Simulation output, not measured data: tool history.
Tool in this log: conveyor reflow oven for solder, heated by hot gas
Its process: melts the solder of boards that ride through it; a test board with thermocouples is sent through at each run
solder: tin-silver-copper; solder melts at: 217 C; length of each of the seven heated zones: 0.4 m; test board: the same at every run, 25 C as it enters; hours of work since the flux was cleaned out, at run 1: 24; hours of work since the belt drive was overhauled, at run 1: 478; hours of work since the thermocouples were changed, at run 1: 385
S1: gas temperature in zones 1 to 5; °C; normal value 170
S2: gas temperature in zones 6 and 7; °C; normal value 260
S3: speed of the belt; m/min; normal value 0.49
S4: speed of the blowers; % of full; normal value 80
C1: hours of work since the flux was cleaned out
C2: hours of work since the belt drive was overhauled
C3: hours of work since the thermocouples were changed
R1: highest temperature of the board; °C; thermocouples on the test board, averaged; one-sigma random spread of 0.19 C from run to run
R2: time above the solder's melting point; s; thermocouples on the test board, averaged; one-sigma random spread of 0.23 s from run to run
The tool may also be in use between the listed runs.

Run 1, hour 0: usual settings; C1 24; C2 478; C3 385. Result: R1 247.4 °C, R2 69.7 s.
Run 2, hour 12.2: usual settings; C1 34; C2 487; C3 394. Result: R1 247.4 °C, R2 69.8 s.
Run 3, hour 20: usual settings; C1 39; C2 493; C3 400. Result: R1 247.9 °C, R2 69.4 s.
Run 4, hour 32.3: usual settings; C1 49; C2 502; C3 409. Result: R1 247.5 °C, R2 69.4 s.
Run 5, hour 45.2: usual settings; C1 58; C2 512; C3 419. Result: R1 247.1 °C, R2 68.9 s.
Run 6, hour 56.6: usual settings; C1 67; C2 520; C3 427. Result: R1 247.2 °C, R2 69.8 s.
Run 7, hour 63.4: usual settings; C1 72; C2 525; C3 432. Result: R1 247.3 °C, R2 69.1 s.
Run 8, hour 69.1: usual settings but S3 0.44 m/min; C1 76; C2 530; C3 437. Result: R1 249.8 °C, R2 81.6 s.
Run 9, hour 77.2: usual settings but S3 0.44 m/min, S4 79 % of full; C1 82; C2 536; C3 443. Result: R1 249.5 °C, R2 81.5 s.
Run 10, hour 83.2: usual settings but S3 0.44 m/min, S4 79 % of full; C1 87; C2 540; C3 447. Result: R1 249.7 °C, R2 81.1 s.
At hour 89.2: flux residue cleaned out of gas plates and filters.
Run 11, hour 96.6: usual settings but S3 0.44 m/min, S4 79 % of full; C1 6; C2 546; C3 453. Result: R1 249.3 °C, R2 80 s.
Run 12, hour 104.8: usual settings but S1 181 °C; C1 12; C2 552; C3 460. Result: R1 248.6 °C, R2 76.1 s.
Run 13, hour 111.8: usual settings but S1 181 °C; C1 17; C2 558; C3 465. Result: R1 248.5 °C, R2 75.6 s.
Run 14, hour 123.2: usual settings but S1 181 °C; C1 25; C2 566; C3 473. Result: R1 248.2 °C, R2 75.7 s.
Run 15, hour 135.3: usual settings but S1 180 °C, S2 257 °C, S3 0.45 m/min; C1 34; C2 575; C3 482. Result: R1 247.3 °C, R2 82.1 s.
Run 16, hour 148.5: usual settings but S1 180 °C, S2 257 °C, S3 0.482 m/min; C1 44; C2 585; C3 492. Result: R1 245.8 °C, R2 74.2 s.
At hour 158.1: flux residue cleaned out of gas plates and filters, once more.
Run 17, hour 161.5: usual settings but S1 166 °C, S2 248 °C, S3 0.412 m/min; C1 2; C2 591; C3 498. Result: R1 240.4 °C, R2 75.2 s.
Run 18, hour 168.8: usual settings but S1 166 °C, S2 248 °C, S3 0.412 m/min, S4 70 % of full; C1 8; C2 597; C3 504. Result: R1 238.3 °C, R2 70.7 s.
Run 19, hour 182: usual settings but S1 166 °C, S2 248 °C, S3 0.412 m/min, S4 70 % of full; C1 18; C2 606; C3 514. Result: R1 238.2 °C, R2 70.4 s.
Run 20, hour 190.3: usual settings but S1 183 °C, S2 275 °C, S3 0.42 m/min, S4 55 % of full; C1 24; C2 613; C3 520. Result: R1 260.7 °C, R2 100.5 s.
Run 21, hour 197.2: usual settings but S1 163 °C, S2 257 °C, S3 0.52 m/min, S4 73 % of full; C1 29; C2 618; C3 525. Result: R1 240.5 °C, R2 54 s.
Run 22, hour 208.5: usual settings but S3 0.506 m/min, S4 64 % of full; C1 38; C2 626; C3 533. Result: R1 242.3 °C, R2 59.5 s.
Run 23, hour 214.1: usual settings but S3 0.513 m/min, S4 73 % of full; C1 42; C2 631; C3 538. Result: R1 244.7 °C, R2 62.3 s.
Run 24, hour 223.7: usual settings but S1 160 °C, S3 0.513 m/min, S4 73 % of full; C1 49; C2 638; C3 545. Result: R1 243 °C, R2 56.4 s.
Run 25, hour 236.1: usual settings but S1 160 °C, S3 0.513 m/min, S4 73 % of full; C1 58; C2 647; C3 554. Result: R1 242.9 °C, R2 56.2 s.
Run 26, hour 247.5: usual settings but S2 272 °C, S3 0.489 m/min, S4 55 % of full; C1 67; C2 656; C3 563. Result: R1 250.4 °C, R2 69.6 s.
Run 27, hour 258.6: usual settings but S2 263 °C, S3 0.415 m/min, S4 51 % of full; C1 75; C2 664; C3 571. Result: R1 246.7 °C, R2 79.4 s.

Forecast each of these 4 alternatives for the next run:
Run A, hour 270.7: usual settings but S1 161 °C, S2 252 °C, S3 0.415 m/min, S4 51 % of full; C1 84; C2 673; C3 580. Result: R1 ?, R2 ?.
Run B, hour 270.7: usual settings but S3 0.532 m/min, S4 50 % of full; C1 84; C2 673; C3 580. Result: R1 ?, R2 ?.
Run C, hour 270.7: usual settings but S2 252 °C, S4 81 % of full; C1 84; C2 673; C3 580. Result: R1 ?, R2 ?.
Run D, hour 270.7: usual settings but S1 156 °C, S2 274 °C, S3 0.415 m/min, S4 74 % of full; C1 84; C2 673; C3 580. Result: R1 ?, R2 ?.

run     R1    R2
  A  235.6  57.6
  B  235.2  43.8
  C  240.5  62.1
  D  261.3  91.1
Without the tool's unlogged condition, the same runs would have read:
run     R1    R2
  A  236.3  57.8
  B  235.8  43.8
  C  241.5  62.2
  D  262.3  90.3
